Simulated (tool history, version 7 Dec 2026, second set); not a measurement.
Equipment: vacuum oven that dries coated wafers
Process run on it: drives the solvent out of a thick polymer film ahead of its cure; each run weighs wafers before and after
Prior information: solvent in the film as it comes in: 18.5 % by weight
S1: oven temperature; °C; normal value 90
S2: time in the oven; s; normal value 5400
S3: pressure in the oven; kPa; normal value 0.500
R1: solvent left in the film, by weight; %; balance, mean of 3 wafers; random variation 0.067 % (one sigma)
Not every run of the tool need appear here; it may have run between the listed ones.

run	hour	S1	S2	S3	R1
1	0.0	90	5400	0.500	4.47
2	54.4	90	5400	0.500	4.41
3	98.8	90	5400	0.500	4.53
4	129.3	90	7440	0.500	2.89
5	176.7	90	7440	0.500	2.76
6	234.1	90	7440	0.500	2.88
7	270.8	90	5400	0.500	4.42
8	323.6	90	5640	0.500	4.20
9	393.8	90	6420	0.500	3.60
10	460.8	90	5400	0.500	4.58
11	495.2	90	5400	0.500	4.43
12	554.2	83	5400	0.500	7.40
13	621.7	83	5400	0.500	7.35
14	670.6	76	6420	1.205	9.43
15	707.9	105	6420	1.205	0.38
16	743.6	105	6420	1.205	0.41
# hour 751.3: vacuum gauge cleaned of residue and calibrated
17	802.2	105	6420	1.205	0.33
18	866.8	105	6420	1.205	0.40
19	914.3	95	5400	0.500	2.78
20	977.9	100	3900	0.500	2.63
# hour 994.9: vacuum gauge cleaned of residue and calibrated, once more
21	1011.5	100	3900	0.500	2.59
22	1047.5	100	2820	1.356	4.19
23	1114.9	103	6180	0.381	0.47
24	1149.8	77	2940	0.500	12.06
25	1215.6	77	9660	0.751	6.95

Each row is a separate what-if for the run after 25, all from the same tool condition, not one after another. Results?
A	1252.0	84	3000	0.833	?
B	1252.0	82	9660	0.429	?
C	1252.0	90	5400	0.297	?
D	1252.0	96	4320	0.923	?
E	1252.0	96	5400	0.500	?

run	R1
A	9.99
B	4.74
C	4.60
D	3.51
E	2.40
Stripped of hidden state, with their random variation kept, the same runs would have yielded:
run	R1
A	9.82
B	4.53
C	4.40
D	3.33
E	2.24
